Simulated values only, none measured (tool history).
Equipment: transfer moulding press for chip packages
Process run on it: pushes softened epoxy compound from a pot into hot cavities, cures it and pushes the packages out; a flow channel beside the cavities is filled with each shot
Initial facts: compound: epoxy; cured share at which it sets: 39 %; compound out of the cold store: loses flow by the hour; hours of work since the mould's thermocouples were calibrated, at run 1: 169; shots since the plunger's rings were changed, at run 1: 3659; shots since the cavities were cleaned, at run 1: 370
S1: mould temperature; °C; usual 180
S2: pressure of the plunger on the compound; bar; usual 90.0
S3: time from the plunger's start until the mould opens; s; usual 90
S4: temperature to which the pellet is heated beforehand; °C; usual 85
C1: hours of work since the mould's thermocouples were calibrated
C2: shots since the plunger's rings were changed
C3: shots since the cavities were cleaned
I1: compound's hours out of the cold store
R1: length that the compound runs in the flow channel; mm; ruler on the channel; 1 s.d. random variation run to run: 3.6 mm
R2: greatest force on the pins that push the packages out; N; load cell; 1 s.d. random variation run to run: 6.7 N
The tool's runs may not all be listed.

run   hour   S1    S2   S3  S4   C1    C2   C3    I1   R1   R2
  1    0.0  180  90.0   90  85  169  3659  370  46.9  476  275
  2   11.0  180  90.0   90  85  175  3792  503  41.8  477  267
  3   21.7  180  90.0   90  85  181  3922  633  11.8  523  277
  4   37.8  180  90.0   90  85  190  4118  829  39.5  482  287
      52.4  -- cavities cleaned with cleaning compound and waxed
  5   52.6  180  90.0   90  85  197  4278    2  20.0  504  279
  6   69.1  180  90.0   90  76  207  4478  202  10.9  514  284
  7   77.9  180  90.0   90  85  212  4585  309  12.3  513  271
  8   91.9  180  90.0   90  85  219  4755  479  21.6  502  286
  9  105.4  180  90.0   90  85  227  4919  643  27.1  495  288
 10  119.0  180  90.0   90  85  234  5083  807  30.2  488  275
 11  127.8  180  90.0   90  85  239  5190  914  11.0  518  296
     134.6  -- cavities cleaned with cleaning compound and waxed
 12  142.9  180  90.0   90  85  247  5354  100  42.1  471  290
 13  156.0  180  90.0   90  85  254  5513  259  23.7  504  281
 14  164.8  180  90.0   90  85  259  5621  367  22.2  502  270
 15  176.0  180  77.1   76  90  265  5755  501  12.4  476  370
     193.7  -- plunger's sealing rings changed
 16  193.7  180  77.1   76  90  274     0  686  26.7  455  354
 17  207.7  180  98.4   90  93  282   170  856  21.7  534  281
     219.6  -- cavities cleaned with cleaning compound and waxed
 18  225.6  180  98.4   90  93  291   369   73  41.3  497  283
 19  242.0  185  98.4  107  93  300   567  271  45.2  480  236
 20  253.7  185  80.2  109  85  307   709  413  14.5  471  248
 21  264.3  185  80.2  109  85  313   837  541  13.1  480  249
 22  272.7  184  90.0   90  93  317   939  643  42.3  467  251
 23  282.0  184  90.0   90  93  322  1052  756  32.7  479  242
 24  297.6  175  90.0  105  85  331  1241  945  20.3  518  285
     302.8  -- cavities cleaned with cleaning compound and waxed
 25  312.8  178  69.3   92  83  339  1407  121   9.9  462  294
 26  319.9  180  90.0   90  86  343  1493  207  44.3  470  268
 27  328.2  177  90.0   87  95  348  1594  308  29.1  493  331
 28  336.1  180  74.3   90  85  352  1689  403  39.1  433  259

Below are 3 alternative next runs, each starting from the tool's condition after run 28. Predict each:
  A  351.0  183  90.0  88  81  360  1870  584  41.6   ?   ?
  B  351.0  180  90.0  90  77  360  1870  584  18.1   ?   ?
  C  351.0  172  90.0  99  91  360  1870  584  36.9   ?   ?

run   R1   R2
  A  476  246
  B  508  273
  C  501  347
Without the tool's unlogged condition, the same runs would have read:
run   R1   R2
  A  476  244
  B  508  271
  C  501  345
